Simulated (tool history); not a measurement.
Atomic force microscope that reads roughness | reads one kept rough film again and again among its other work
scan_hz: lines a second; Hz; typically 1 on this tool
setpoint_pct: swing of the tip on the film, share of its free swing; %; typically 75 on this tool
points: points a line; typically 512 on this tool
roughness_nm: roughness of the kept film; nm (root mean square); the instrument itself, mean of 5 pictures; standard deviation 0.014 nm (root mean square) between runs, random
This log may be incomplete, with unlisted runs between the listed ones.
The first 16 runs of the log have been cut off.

run 17 hour=149.5 | scan_hz=1.12 setpoint_pct=55 points=588 | roughness_nm=3.414
run 18 hour=157.7 | scan_hz=1 setpoint_pct=87 points=512 | roughness_nm=3.04
run 19 hour=163.9 | scan_hz=1 setpoint_pct=87 points=512 | roughness_nm=3.008
run 20 hour=177.3 | scan_hz=1 setpoint_pct=79 points=355 | roughness_nm=3.055
run 21 hour=184.3 | scan_hz=1 setpoint_pct=70 points=355 | roughness_nm=3.168
run 22 hour=190.6 | scan_hz=1 setpoint_pct=70 points=355 | roughness_nm=3.144
run 23 hour=196.4 | scan_hz=0.65 setpoint_pct=78 points=311 | roughness_nm=3.128
run 24 hour=203.8 | scan_hz=0.65 setpoint_pct=78 points=311 | roughness_nm=3.069
run 25 hour=214.4 | scan_hz=1 setpoint_pct=71 points=512 | roughness_nm=3.053
run 26 hour=221 | scan_hz=0.82 setpoint_pct=63 points=342 | roughness_nm=3.116
run 27 hour=231.3 | scan_hz=0.76 setpoint_pct=58 points=405 | roughness_nm=3.114
run 28 hour=240.8 | scan_hz=0.76 setpoint_pct=58 points=405 | roughness_nm=3.039
run 29 hour=249.8 | scan_hz=0.76 setpoint_pct=58 points=405 | roughness_nm=3.022
run 30 hour=262 | scan_hz=1.8 setpoint_pct=56 points=700 | roughness_nm=2.932

What if the next run were any one of these 4? Each begins from the tool's condition after run 30:
run A hour=268.6 | scan_hz=0.83 setpoint_pct=56 points=389 | roughness_nm=?
run B hour=268.6 | scan_hz=1.8 setpoint_pct=72 points=700 | roughness_nm=?
run C hour=268.6 | scan_hz=1 setpoint_pct=75 points=394 | roughness_nm=?
run D hour=268.6 | scan_hz=0.68 setpoint_pct=56 points=700 | roughness_nm=?

run=A roughness_nm=2.969
run=B roughness_nm=2.717
run=C roughness_nm=2.809
run=D roughness_nm=3.006
Take away the tool's hidden state, keep each run's random variation, and the runs would have read:
run=A roughness_nm=3.634
run=B roughness_nm=3.327
run=C roughness_nm=3.439
run=D roughness_nm=3.679

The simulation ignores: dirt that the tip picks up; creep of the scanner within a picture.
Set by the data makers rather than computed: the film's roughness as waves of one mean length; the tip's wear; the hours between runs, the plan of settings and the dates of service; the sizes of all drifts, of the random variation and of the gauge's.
